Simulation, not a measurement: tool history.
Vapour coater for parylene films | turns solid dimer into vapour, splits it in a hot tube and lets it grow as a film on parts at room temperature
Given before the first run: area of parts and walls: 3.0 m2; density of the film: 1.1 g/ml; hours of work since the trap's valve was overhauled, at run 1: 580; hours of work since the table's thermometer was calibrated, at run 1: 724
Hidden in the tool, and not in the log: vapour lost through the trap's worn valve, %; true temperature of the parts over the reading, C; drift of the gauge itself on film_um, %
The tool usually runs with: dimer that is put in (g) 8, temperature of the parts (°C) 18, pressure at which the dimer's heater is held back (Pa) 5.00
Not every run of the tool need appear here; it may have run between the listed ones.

run	hour	dimer that is put in (g)	temperature of the parts (°C)	pressure at which the dimer's heater is held back (Pa)	hours of work since the trap's valve was overhauled	hours of work since the table's thermometer was calibrated	thickness of the film (um)
1	0.0	8	18	5.00	580	724	1.72
# hour 15.6: trap's valve overhauled
2	54.1	8	18	5.00	24	755	1.83
3	85.9	8	18	5.00	43	774	1.84
4	160.0	8	18	5.00	89	820	1.82
5	196.6	8	18	5.00	112	843	1.84
6	261.3	8	20	5.00	152	883	1.73
7	324.6	8	18	5.00	191	922	1.80
8	396.3	8	17	5.00	235	966	1.83
9	445.2	8	17	5.00	266	996	1.84
10	497.4	8	17	5.00	298	1029	1.84
11	560.9	8	17	5.00	337	1068	1.81
12	618.7	8	17	5.00	373	1104	1.81
# hour 653.1: table's thermometer calibrated
13	693.9	8	17	5.00	419	25	1.81
14	764.5	8	17	5.00	462	69	1.81
15	834.5	6	18	5.00	506	112	1.30
16	900.7	8	17	5.00	547	153	1.78
# hour 964.3: table's thermometer calibrated, once more
17	964.3	8	17	5.00	585	0	1.75
# hour 972.8: trap's valve overhauled
18	1025.7	8	17	5.00	33	35	1.87
19	1096.4	8	17	5.00	76	79	1.88
20	1171.9	8	17	5.00	123	126	1.86
21	1217.3	8	17	5.00	151	154	1.85
22	1273.1	5	17	5.00	186	188	1.17
23	1312.4	4	13	8.26	210	213	0.98
24	1351.4	4	13	8.26	234	237	0.98
25	1402.5	4	27	5.00	266	268	0.72
26	1449.9	6	27	5.09	295	298	1.09
27	1494.8	6	27	5.09	323	325	1.09
28	1562.5	6	27	5.09	365	367	1.10
29	1593.3	6	27	5.09	384	386	1.07
30	1657.8	8	15	6.82	423	426	1.85
31	1732.7	11	11	5.00	470	473	2.83
32	1774.3	8	11	6.28	495	498	1.99
33	1810.7	8	11	6.28	518	521	1.99
34	1849.4	9	18	6.28	542	545	1.94
35	1887.1	9	18	6.28	565	568	1.93
# hour 1926.4: trap's valve overhauled
36	1939.0	9	26	3.78	8	598	1.78
37	2009.9	3	16	9.94	52	641	0.69
38	2078.7	8	18	5.00	94	684	1.84
39	2141.7	8	23	5.40	133	723	1.63
40	2194.3	11	23	5.00	166	755	2.24
41	2254.2	6	24	5.00	203	792	1.18
42	2319.1	6	24	5.00	243	833	1.17
43	2385.6	4	12	11.77	284	874	0.99
44	2434.1	5	12	2.61	314	904	1.32

A few steps of thickness of the film (um) between consecutive runs. Split each: what settings, incoming material and random variation would produce without the hidden state, and what is left over for the hidden state, along with gauge scatter present in only one of the two compared results (measured, and without hidden state):
Run 1 -> 2: trap's valve overhauled. thickness of the film (um) +0.11: hidden state +0.11, all else +0.00.
Run 17 -> 18: trap's valve overhauled. thickness of the film (um) +0.12: hidden state +0.12, all else +0.00.
Run 35 -> 36: temperature of the parts (°C) 18 -> 26, pressure at which the dimer's heater is held back (Pa) 6.28 -> 3.78, trap's valve overhauled. thickness of the film (um) -0.15: hidden state +0.14, all else -0.29.
Run 36 -> 37: dimer that is put in (g) 9 -> 3, temperature of the parts (°C) 26 -> 16, pressure at which the dimer's heater is held back (Pa) 3.78 -> 9.94. thickness of the film (um) -1.09: hidden state -0.01, all else -1.08.
Run 37 -> 38: dimer that is put in (g) 3 -> 8, temperature of the parts (°C) 16 -> 18, pressure at which the dimer's heater is held back (Pa) 9.94 -> 5.00. thickness of the film (um) +1.15: hidden state -0.02, all else +1.17.
Run 40 -> 41: dimer that is put in (g) 11 -> 6, temperature of the parts (°C) 23 -> 24. thickness of the film (um) -1.06: hidden state +0.01, all else -1.07.
